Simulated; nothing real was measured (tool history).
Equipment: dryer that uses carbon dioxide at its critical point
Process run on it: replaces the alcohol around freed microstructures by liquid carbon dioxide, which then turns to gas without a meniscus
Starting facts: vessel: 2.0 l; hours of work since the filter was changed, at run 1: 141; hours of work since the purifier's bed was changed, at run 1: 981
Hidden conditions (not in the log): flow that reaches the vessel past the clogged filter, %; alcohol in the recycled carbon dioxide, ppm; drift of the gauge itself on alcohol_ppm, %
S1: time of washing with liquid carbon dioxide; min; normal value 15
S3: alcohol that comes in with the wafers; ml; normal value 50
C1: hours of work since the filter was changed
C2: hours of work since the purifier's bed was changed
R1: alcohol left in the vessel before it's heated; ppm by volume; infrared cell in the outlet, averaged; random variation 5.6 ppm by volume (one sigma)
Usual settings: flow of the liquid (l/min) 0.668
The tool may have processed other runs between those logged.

{"run": 1, "hour": 0.0, "S1": 15, "flow of the liquid (l/min)": 0.668, "S3": 50, "C1": 141, "C2": 981, "R1": 292}
{"run": 2, "hour": 24.8, "S1": 15, "flow of the liquid (l/min)": 0.668, "S3": 50, "C1": 153, "C2": 993, "R1": 301}
{"run": 3, "hour": 46.6, "S1": 15, "flow of the liquid (l/min)": 0.668, "S3": 50, "C1": 163, "C2": 1004, "R1": 307}
{"run": 4, "hour": 95.1, "S1": 11, "flow of the liquid (l/min)": 0.668, "S3": 50, "C1": 187, "C2": 1027, "R1": 866}
{"run": 5, "hour": 131.4, "S1": 11, "flow of the liquid (l/min)": 0.668, "S3": 50, "C1": 205, "C2": 1045, "R1": 833}
{"run": 6, "hour": 157.3, "S1": 15, "flow of the liquid (l/min)": 0.668, "S3": 50, "C1": 218, "C2": 1058, "R1": 331}
{"run": 7, "hour": 200.9, "S1": 15, "flow of the liquid (l/min)": 0.668, "S3": 50, "C1": 239, "C2": 1079, "R1": 333}
{"run": 8, "hour": 244.6, "S1": 15, "flow of the liquid (l/min)": 0.668, "S3": 91, "C1": 260, "C2": 1100, "R1": 523}
{"run": 9, "hour": 277.8, "S1": 15, "flow of the liquid (l/min)": 0.588, "S3": 50, "C1": 277, "C2": 1117, "R1": 520}
{"run": 10, "hour": 311.4, "S1": 15, "flow of the liquid (l/min)": 0.668, "S3": 50, "C1": 293, "C2": 1133, "R1": 358}
{"run": 11, "hour": 357.6, "S1": 12, "flow of the liquid (l/min)": 0.668, "S3": 50, "C1": 316, "C2": 1156, "R1": 736}
{"run": 12, "hour": 380.2, "S1": 12, "flow of the liquid (l/min)": 0.668, "S3": 50, "C1": 327, "C2": 1167, "R1": 729}
{"run": 13, "hour": 424.1, "S1": 12, "flow of the liquid (l/min)": 0.668, "S3": 50, "C1": 348, "C2": 1188, "R1": 735}
{"run": 14, "hour": 471.3, "S1": 12, "flow of the liquid (l/min)": 0.668, "S3": 50, "C1": 371, "C2": 1211, "R1": 746}
{"run": 15, "hour": 516.5, "S1": 12, "flow of the liquid (l/min)": 0.668, "S3": 50, "C1": 393, "C2": 1234, "R1": 789}
{"hour": 566.2, "done": "purifier's bed changed"}
{"run": 16, "hour": 568.3, "S1": 12, "flow of the liquid (l/min)": 0.668, "S3": 50, "C1": 417, "C2": 1, "R1": 645}
{"run": 17, "hour": 602.0, "S1": 12, "flow of the liquid (l/min)": 0.668, "S3": 50, "C1": 434, "C2": 18, "R1": 647}
{"run": 18, "hour": 624.6, "S1": 21, "flow of the liquid (l/min)": 1.019, "S3": 50, "C1": 445, "C2": 29, "R1": 12}
{"run": 19, "hour": 659.2, "S1": 20, "flow of the liquid (l/min)": 0.548, "S3": 55, "C1": 462, "C2": 46, "R1": 213}
{"run": 20, "hour": 696.1, "S1": 20, "flow of the liquid (l/min)": 0.548, "S3": 55, "C1": 480, "C2": 64, "R1": 218}
{"run": 21, "hour": 730.1, "S1": 15, "flow of the liquid (l/min)": 0.414, "S3": 81, "C1": 496, "C2": 80, "R1": 2640}
{"hour": 755.9, "done": "inlet filter changed"}
{"run": 22, "hour": 772.2, "S1": 15, "flow of the liquid (l/min)": 0.414, "S3": 81, "C1": 8, "C2": 100, "R1": 2005}
{"run": 23, "hour": 811.3, "S1": 9, "flow of the liquid (l/min)": 0.414, "S3": 100, "C1": 27, "C2": 119, "R1": 8276}
{"run": 24, "hour": 860.7, "S1": 21, "flow of the liquid (l/min)": 0.639, "S3": 50, "C1": 51, "C2": 144, "R1": 58}

Hidden state at the last listed run before each entry between runs and at the first one after, where it differs:
Runs 15 to 16: purifier's bed changed (hour 566.2)
  flow that reaches the vessel past the clogged filter, %: 91.9 -> 91.5; alcohol in the recycled carbon dioxide, ppm: 135.5 -> 5.4
  measured result minus the result with no hidden state, R1: +311 -> +185 ppm by volume
Runs 21 to 22: inlet filter changed (hour 755.9)
  flow that reaches the vessel past the clogged filter, %: 89.9 -> 99.3; alcohol in the recycled carbon dioxide, ppm: 13.8 -> 15.8
  measured result minus the result with no hidden state, R1: +708 -> +53 ppm by volume

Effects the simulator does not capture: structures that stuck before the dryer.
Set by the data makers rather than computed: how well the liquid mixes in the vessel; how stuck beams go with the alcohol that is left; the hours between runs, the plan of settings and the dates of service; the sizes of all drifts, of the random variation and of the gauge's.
